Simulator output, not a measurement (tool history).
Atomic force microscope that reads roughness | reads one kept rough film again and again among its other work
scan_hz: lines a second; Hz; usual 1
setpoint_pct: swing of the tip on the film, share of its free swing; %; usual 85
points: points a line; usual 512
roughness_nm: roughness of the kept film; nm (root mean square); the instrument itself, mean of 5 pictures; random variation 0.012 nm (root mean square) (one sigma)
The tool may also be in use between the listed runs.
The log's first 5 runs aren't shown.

run,hour,scan_hz,setpoint_pct,points,roughness_nm
6,61.8,3.13,85,512,1.833
7,70.7,3.13,85,512,1.813
# hour 78.3: new tip fitted
8,82.7,3.13,85,512,2.341
9,97.9,3.13,85,512,2.273
10,106.3,1,85,512,2.614
11,119.2,0.75,85,512,2.573
12,128.6,2.32,85,512,2.251
13,137,1,59,512,2.605
14,147.9,1,59,512,2.578
15,163.1,1,59,512,2.469
16,170.7,1.34,75,512,2.349
# hour 172.6: height scale calibrated on a step standard
17,183.8,1.34,70,289,2.254
18,200.2,1.34,70,289,2.201
19,213.6,1.34,70,289,2.147
20,230.4,1.24,59,632,2.199
# hour 232.9: new tip fitted
21,240.6,1,55,512,3.026
22,247.5,1,55,512,2.978
# hour 255.5: height scale calibrated on a step standard, once more
23,260.5,0.87,69,512,2.84
24,274,0.77,60,512,2.807
25,284.7,0.77,60,512,2.769
26,297.7,0.86,67,951,2.664
27,312,1,85,773,2.424
28,322.5,0.57,85,626,2.464
29,332.2,0.64,82,387,2.405
30,346.8,2.95,78,761,2.086

5 ways to go on from here, each from the tool as it stands after run 30. What would each give?
A,362.1,0.77,86,309,?
B,362.1,3.8,72,512,?
C,362.1,2.29,66,761,?
D,362.1,1,85,677,?
E,362.1,1,85,273,?

run,roughness_nm
A,2.21
B,2.038
C,2.269
D,2.211
E,2.158
Without the tool's hidden state the same runs would have given:
run,roughness_nm
A,2.909
B,2.684
C,2.99
D,2.912
E,2.841
